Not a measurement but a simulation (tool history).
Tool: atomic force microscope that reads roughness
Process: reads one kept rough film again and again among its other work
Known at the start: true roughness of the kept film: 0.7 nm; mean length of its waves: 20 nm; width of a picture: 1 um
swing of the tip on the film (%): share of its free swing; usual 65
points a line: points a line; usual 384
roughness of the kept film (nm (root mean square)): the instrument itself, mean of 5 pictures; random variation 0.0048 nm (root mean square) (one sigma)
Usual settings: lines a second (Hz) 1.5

| run | day | lines a second (Hz) | swing of the tip on the film (%) | points a line | roughness of the kept film (nm (root mean square)) |
|---|---|---|---|---|---|
| 1 | 0 | 1.5 | 65 | 384 | 0.615 |
| 2 | 1.646 | 1.5 | 65 | 384 | 0.607 |
| 3 | 3.367 | 1.5 | 65 | 384 | 0.598 |
| 4 | 4.167 | 1.5 | 65 | 384 | 0.591 |
| 5 | 5.521 | 1.5 | 65 | 384 | 0.575 |
| 6 | 6.371 | 3.14 | 65 | 384 | 0.55 |
| 7 | 7.646 | 3.14 | 65 | 384 | 0.542 |
|  | 8.683 | new tip fitted |
| 8 | 9.117 | 3.14 | 65 | 384 | 0.6 |
| 9 | 10.371 | 3.14 | 65 | 384 | 0.587 |
| 10 | 11.879 | 3.14 | 65 | 384 | 0.582 |
| 11 | 13.275 | 3.14 | 65 | 384 | 0.561 |
| 12 | 14.992 | 3.14 | 65 | 384 | 0.563 |
| 13 | 15.838 | 1.5 | 65 | 264 | 0.572 |
| 14 | 16.788 | 1.5 | 65 | 264 | 0.559 |
| 15 | 17.817 | 1.5 | 58 | 264 | 0.565 |
|  | 19.525 | new tip fitted |
| 16 | 19.6 | 1.5 | 89 | 384 | 0.576 |
| 17 | 21.45 | 1.5 | 89 | 384 | 0.573 |
| 18 | 22.779 | 1.5 | 65 | 580 | 0.611 |
| 19 | 23.729 | 1.5 | 65 | 349 | 0.601 |
| 20 | 25.508 | 1.5 | 65 | 349 | 0.589 |
| 21 | 27.188 | 0.59 | 68 | 685 | 0.589 |
| 22 | 28.725 | 0.59 | 68 | 685 | 0.579 |
|  | 29.617 | height scale calibrated on a step standard |
| 23 | 30.133 | 2.68 | 69 | 408 | 0.547 |
|  | 30.358 | new tip fitted |
| 24 | 31.733 | 1.21 | 73 | 277 | 0.606 |
| 25 | 33.296 | 1.21 | 85 | 661 | 0.588 |
| 26 | 35.146 | 1.21 | 85 | 661 | 0.576 |
| 27 | 36.517 | 0.85 | 85 | 301 | 0.573 |
| 28 | 38.225 | 0.71 | 85 | 991 | 0.581 |
| 29 | 39.579 | 0.71 | 82 | 423 | 0.584 |
| 30 | 40.546 | 0.71 | 82 | 423 | 0.573 |
|  | 41.1 | new tip fitted |
| 31 | 41.554 | 0.71 | 63 | 423 | 0.648 |
| 32 | 42.354 | 0.71 | 63 | 423 | 0.646 |
| 33 | 43.521 | 0.96 | 87 | 384 | 0.598 |
| 34 | 44.421 | 1.35 | 70 | 830 | 0.623 |
| 35 | 45.342 | 1.41 | 62 | 830 | 0.627 |
| 36 | 46.825 | 1.41 | 62 | 830 | 0.606 |
| 37 | 48.204 | 1.41 | 62 | 830 | 0.606 |
| 38 | 50.008 | 2.29 | 85 | 384 | 0.514 |

Hidden state or all else? Some run-to-run changes of roughness of the kept film (nm (root mean square)), split into what the settings, what came in and random variation would give without the hidden state, and what is left for the hidden state (with any gauge scatter that isn't in both results):
The hidden state here: radius of the tip, nm; height scale over the true one, %; drift of the gauge itself on roughness_nm, %.
Run 15 -> 16: swing of the tip on the film (%) 58 -> 89, points a line 264 -> 384, new tip fitted. roughness of the kept film (nm (root mean square)) +0.011: hidden state +0.06, all else -0.049.
Run 23 -> 24: lines a second (Hz) 2.68 -> 1.21, swing of the tip on the film (%) 69 -> 73, points a line 408 -> 277, new tip fitted. roughness of the kept film (nm (root mean square)) +0.059: hidden state +0.057, all else +0.002.
Run 30 -> 31: swing of the tip on the film (%) 82 -> 63, new tip fitted. roughness of the kept film (nm (root mean square)) +0.075: hidden state +0.059, all else +0.016.
Run 37 -> 38: lines a second (Hz) 1.41 -> 2.29, swing of the tip on the film (%) 62 -> 85, points a line 830 -> 384. roughness of the kept film (nm (root mean square)) -0.092: hidden state -0.002, all else -0.09.
